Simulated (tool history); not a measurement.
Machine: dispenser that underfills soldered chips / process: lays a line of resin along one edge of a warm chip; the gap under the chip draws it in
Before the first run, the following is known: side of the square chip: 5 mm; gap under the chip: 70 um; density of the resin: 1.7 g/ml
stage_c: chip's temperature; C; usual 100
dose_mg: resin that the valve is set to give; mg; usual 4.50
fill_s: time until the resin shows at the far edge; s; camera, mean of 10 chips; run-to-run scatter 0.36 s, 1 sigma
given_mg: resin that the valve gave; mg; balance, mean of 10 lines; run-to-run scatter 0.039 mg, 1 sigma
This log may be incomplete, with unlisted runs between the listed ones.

{"run": 1, "hour": 0.0, "stage_c": 100, "dose_mg": 4.5, "fill_s": 31.1, "given_mg": 4.49}
{"hour": 1.5, "done": "new syringe of resin"}
{"run": 2, "hour": 3.6, "stage_c": 100, "dose_mg": 4.95, "fill_s": 20.5, "given_mg": 4.85}
{"run": 3, "hour": 8.5, "stage_c": 100, "dose_mg": 4.5, "fill_s": 28.2, "given_mg": 4.38}
{"hour": 11.7, "done": "new syringe of resin"}
{"run": 4, "hour": 13.1, "stage_c": 100, "dose_mg": 4.5, "fill_s": 21.5, "given_mg": 4.38}
{"run": 5, "hour": 15.4, "stage_c": 100, "dose_mg": 4.5, "fill_s": 24.4, "given_mg": 4.46}
{"run": 6, "hour": 17.8, "stage_c": 100, "dose_mg": 5.19, "fill_s": 27.0, "given_mg": 5.09}
{"hour": 22.0, "done": "new syringe of resin"}
{"run": 7, "hour": 23.6, "stage_c": 100, "dose_mg": 5.19, "fill_s": 21.1, "given_mg": 5.18}
{"run": 8, "hour": 26.9, "stage_c": 100, "dose_mg": 5.19, "fill_s": 25.1, "given_mg": 5.11}
{"run": 9, "hour": 29.8, "stage_c": 100, "dose_mg": 5.19, "fill_s": 29.8, "given_mg": 5.16}
{"hour": 32.3, "done": "new syringe of resin"}
{"run": 10, "hour": 35.7, "stage_c": 108, "dose_mg": 5.48, "fill_s": 17.1, "given_mg": 5.48}
{"run": 11, "hour": 41.3, "stage_c": 108, "dose_mg": 5.4, "fill_s": 23.2, "given_mg": 5.29}
{"hour": 42.6, "done": "new syringe of resin"}
{"run": 12, "hour": 47.1, "stage_c": 103, "dose_mg": 4.5, "fill_s": 22.6, "given_mg": 4.39}
{"run": 13, "hour": 50.9, "stage_c": 102, "dose_mg": 4.5, "fill_s": 28.3, "given_mg": 4.34}
{"hour": 52.7, "done": "new syringe of resin"}
{"run": 14, "hour": 54.1, "stage_c": 85, "dose_mg": 5.15, "fill_s": 37.2, "given_mg": 5.02}
{"run": 15, "hour": 56.8, "stage_c": 86, "dose_mg": 5.41, "fill_s": 42.8, "given_mg": 5.25}

Forecast each of these 4 alternatives for the next run:
{"run": "A", "hour": 60.6, "stage_c": 100, "dose_mg": 4.5, "fill_s": "?", "given_mg": "?"}
{"run": "B", "hour": 60.6, "stage_c": 85, "dose_mg": 5.41, "fill_s": "?", "given_mg": "?"}
{"run": "C", "hour": 60.6, "stage_c": 109, "dose_mg": 4.74, "fill_s": "?", "given_mg": "?"}
{"run": "D", "hour": 60.6, "stage_c": 100, "dose_mg": 5.41, "fill_s": "?", "given_mg": "?"}

run=A fill_s=30.5 given_mg=4.41
run=B fill_s=53.8 given_mg=5.24
run=C fill_s=21.5 given_mg=4.53
run=D fill_s=29.3 given_mg=5.27
Stripped of hidden state, with their random variation kept, the same runs would have yielded:
run=A fill_s=19.5 given_mg=4.57
run=B fill_s=34.5 given_mg=5.43
run=C fill_s=13.6 given_mg=4.69
run=D fill_s=18.6 given_mg=5.46
